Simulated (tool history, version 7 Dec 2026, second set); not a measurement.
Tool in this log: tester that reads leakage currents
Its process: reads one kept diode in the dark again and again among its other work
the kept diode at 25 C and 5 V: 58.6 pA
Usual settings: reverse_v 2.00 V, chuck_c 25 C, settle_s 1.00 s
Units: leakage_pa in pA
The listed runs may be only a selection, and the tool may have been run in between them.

Run 1, hour 0.0: usual settings. Result: leakage_pa 41.31 pA.
At hour 40.5: chuck's temperature calibrated.
Run 2, hour 66.9: usual settings. Result: leakage_pa 39.30 pA.
Run 3, hour 103.2: usual settings but chuck_c 56 C. Result: leakage_pa 324.08 pA.
Run 4, hour 145.3: usual settings but chuck_c 56 C. Result: leakage_pa 325.18 pA.
Run 5, hour 212.4: usual settings but chuck_c 56 C. Result: leakage_pa 324.72 pA.
Run 6, hour 276.9: usual settings. Result: leakage_pa 39.81 pA.
Run 7, hour 327.5: usual settings. Result: leakage_pa 39.74 pA.
Run 8, hour 357.6: usual settings. Result: leakage_pa 39.84 pA.
Run 9, hour 414.1: usual settings. Result: leakage_pa 39.81 pA.
Run 10, hour 466.3: usual settings. Result: leakage_pa 39.53 pA.
Run 11, hour 511.7: usual settings. Result: leakage_pa 39.58 pA.
Run 12, hour 550.8: usual settings. Result: leakage_pa 39.73 pA.
Run 13, hour 616.2: usual settings. Result: leakage_pa 39.74 pA.
Run 14, hour 684.6: usual settings but reverse_v 1.99 V, settle_s 1.65 s. Result: leakage_pa 39.88 pA.
Run 15, hour 743.1: usual settings but reverse_v 1.42 V, chuck_c 23 C. Result: leakage_pa 29.31 pA.
Run 16, hour 782.4: usual settings but reverse_v 1.42 V, chuck_c 23 C. Result: leakage_pa 29.24 pA.
Run 17, hour 850.5: usual settings but reverse_v 11.20 V, chuck_c 45 C. Result: leakage_pa 367.78 pA.
Run 18, hour 884.7: usual settings but reverse_v 6.93 V, chuck_c 42 C, settle_s 0.49 s. Result: leakage_pa 240.23 pA.
At hour 931.1: probe card cleaned and baked.
Run 19, hour 953.9: usual settings but reverse_v 6.93 V, chuck_c 42 C, settle_s 0.49 s. Result: leakage_pa 235.31 pA.
Run 20, hour 1021.9: usual settings but chuck_c 40 C, settle_s 1.72 s. Result: leakage_pa 114.12 pA.
Run 21, hour 1076.2: usual settings but chuck_c 40 C, settle_s 2.46 s. Result: leakage_pa 114.32 pA.
Run 22, hour 1107.3: usual settings but settle_s 1.60 s. Result: leakage_pa 38.73 pA.
Run 23, hour 1149.4: usual settings but reverse_v 1.92 V, chuck_c 33 C, settle_s 7.35 s. Result: leakage_pa 68.61 pA.

5 options for the next run, each taken on its own from the tool as it stands now. Forecast them:
Run A, hour 1218.4: usual settings but reverse_v 1.24 V, chuck_c 22 C, settle_s 1.33 s. Result: leakage_pa ?.
Run B, hour 1218.4: usual settings but reverse_v 6.74 V. Result: leakage_pa ?.
Run C, hour 1218.4: usual settings but reverse_v 1.46 V, chuck_c 50 C, settle_s 1.65 s. Result: leakage_pa ?.
Run D, hour 1218.4: usual settings but reverse_v 10.40 V, chuck_c 59 C, settle_s 4.08 s. Result: leakage_pa ?.
Run E, hour 1218.4: usual settings but reverse_v 3.10 V, chuck_c 33 C, settle_s 0.42 s. Result: leakage_pa ?.

run  leakage_pa
  A       24.77
  B       69.56
  C      192.91
  D      853.12
  E       86.57
With no hidden state in the tool, these same runs would have given:
run  leakage_pa
  A       24.47
  B       68.44
  C      191.43
  D      846.35
  E       85.66
